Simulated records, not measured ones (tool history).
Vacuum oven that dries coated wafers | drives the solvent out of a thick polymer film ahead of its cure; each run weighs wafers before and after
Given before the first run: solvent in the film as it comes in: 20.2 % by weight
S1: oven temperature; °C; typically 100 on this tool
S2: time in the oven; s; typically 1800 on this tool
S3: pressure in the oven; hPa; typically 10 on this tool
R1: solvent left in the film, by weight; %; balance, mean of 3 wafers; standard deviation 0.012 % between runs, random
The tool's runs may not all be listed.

Run 1, hour 0: usual settings. Result: R1 0.96 %.
Run 2, hour 9.7: usual settings. Result: R1 0.96 %.
Run 3, hour 26.2: usual settings. Result: R1 0.96 %.
Run 4, hour 39.4: usual settings. Result: R1 0.97 %.
Run 5, hour 50.6: usual settings. Result: R1 0.98 %.
Run 6, hour 71.2: usual settings. Result: R1 0.96 %.
Run 7, hour 87.4: usual settings but S2 1380 s. Result: R1 1.71 %.
Run 8, hour 102.7: usual settings. Result: R1 0.98 %.
Run 9, hour 118.7: usual settings. Result: R1 0.97 %.
Run 10, hour 140.7: usual settings. Result: R1 0.96 %.
Run 11, hour 151.6: usual settings but S3 6.7 hPa. Result: R1 0.86 %.
Run 12, hour 161.8: usual settings. Result: R1 0.94 %.
Run 13, hour 184: usual settings. Result: R1 0.96 %.
Run 14, hour 197.5: usual settings. Result: R1 0.95 %.
Run 15, hour 211.1: usual settings but S1 87 °C, S2 960 s, S3 7.1 hPa. Result: R1 8.24 %.
Run 16, hour 227.4: usual settings but S2 2280 s, S3 7.1 hPa. Result: R1 0.5 %.
Run 17, hour 238.3: usual settings but S2 2280 s, S3 7.1 hPa. Result: R1 0.5 %.
Run 18, hour 255.6: usual settings but S1 108 °C, S2 3060 s, S3 11.2 hPa. Result: R1 0.26 %.
Run 19, hour 267.4: usual settings but S1 108 °C, S2 1200 s, S3 34.2 hPa. Result: R1 1.18 %.

Estimate the outcome of run 20 from the log above:
Run 20, hour 283.6: usual settings but S1 86 °C, S2 1620 s, S3 10.6 hPa. Result: R1 ?.

R1: 5.69 %
With the hidden condition absent and the run-to-run variation left alone, this run would have shown R1 6.3 %.
